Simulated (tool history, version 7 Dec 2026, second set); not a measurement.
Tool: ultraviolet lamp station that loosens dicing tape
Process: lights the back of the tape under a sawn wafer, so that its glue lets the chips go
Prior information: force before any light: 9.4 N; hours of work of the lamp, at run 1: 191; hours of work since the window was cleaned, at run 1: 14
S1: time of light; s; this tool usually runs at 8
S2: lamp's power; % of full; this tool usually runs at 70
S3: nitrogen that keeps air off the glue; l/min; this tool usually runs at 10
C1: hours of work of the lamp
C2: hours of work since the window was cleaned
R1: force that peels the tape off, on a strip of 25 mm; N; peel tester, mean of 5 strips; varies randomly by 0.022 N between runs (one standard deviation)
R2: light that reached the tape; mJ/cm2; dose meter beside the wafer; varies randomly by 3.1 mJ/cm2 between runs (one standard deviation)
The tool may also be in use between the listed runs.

Run 1, hour 0.0: usual settings; C1 191; C2 14. Result: R1 1.070 N, R2 468 mJ/cm2.
Run 2, hour 39.0: usual settings; C1 207; C2 31. Result: R1 1.069 N, R2 479 mJ/cm2.
Run 3, hour 105.4: usual settings; C1 235; C2 59. Result: R1 1.087 N, R2 474 mJ/cm2.
Run 4, hour 141.8: usual settings; C1 251; C2 74. Result: R1 1.062 N, R2 471 mJ/cm2.
Run 5, hour 212.2: usual settings; C1 281; C2 104. Result: R1 1.096 N, R2 475 mJ/cm2.
Run 6, hour 259.0: usual settings; C1 301; C2 124. Result: R1 1.102 N, R2 478 mJ/cm2.
Run 7, hour 331.4: usual settings; C1 332; C2 155. Result: R1 1.083 N, R2 477 mJ/cm2.
Run 8, hour 371.4: usual settings but S2 77 % of full; C1 349; C2 172. Result: R1 0.902 N, R2 528 mJ/cm2.
Run 9, hour 419.8: usual settings but S2 77 % of full; C1 369; C2 193. Result: R1 0.907 N, R2 523 mJ/cm2.
Run 10, hour 482.7: usual settings but S2 77 % of full; C1 396; C2 219. Result: R1 0.906 N, R2 525 mJ/cm2.
Run 11, hour 555.8: usual settings but S2 77 % of full; C1 427; C2 251. Result: R1 0.892 N, R2 516 mJ/cm2.
Run 12, hour 590.7: usual settings but S2 77 % of full; C1 442; C2 266. Result: R1 0.876 N, R2 529 mJ/cm2.
Run 13, hour 630.8: usual settings but S2 82 % of full, S3 15 l/min; C1 459; C2 283. Result: R1 0.555 N, R2 554 mJ/cm2.
At hour 641.9: window cleaned of glue's vapour.
Run 14, hour 683.2: usual settings but S2 82 % of full, S3 15 l/min; C1 481; C2 18. Result: R1 0.568 N, R2 556 mJ/cm2.
Run 15, hour 746.4: usual settings but S2 82 % of full, S3 15 l/min; C1 508; C2 44. Result: R1 0.558 N, R2 556 mJ/cm2.
Run 16, hour 790.5: usual settings but S2 82 % of full, S3 15 l/min; C1 527; C2 63. Result: R1 0.566 N, R2 553 mJ/cm2.
Run 17, hour 846.1: usual settings but S1 6 s; C1 551; C2 87. Result: R1 1.896 N, R2 359 mJ/cm2.
Run 18, hour 909.4: usual settings but S1 6 s; C1 578; C2 114. Result: R1 1.843 N, R2 359 mJ/cm2.
Run 19, hour 967.5: usual settings but S1 7 s, S3 9 l/min; C1 603; C2 139. Result: R1 1.530 N, R2 416 mJ/cm2.

Hidden state at the last listed run before each entry between runs and at the first one after, where it differs:
Between runs 13 and 14: window cleaned of glue's vapour (hour 641.9)
  light that the window lets through, % of a clean one's: 99.9 -> 100
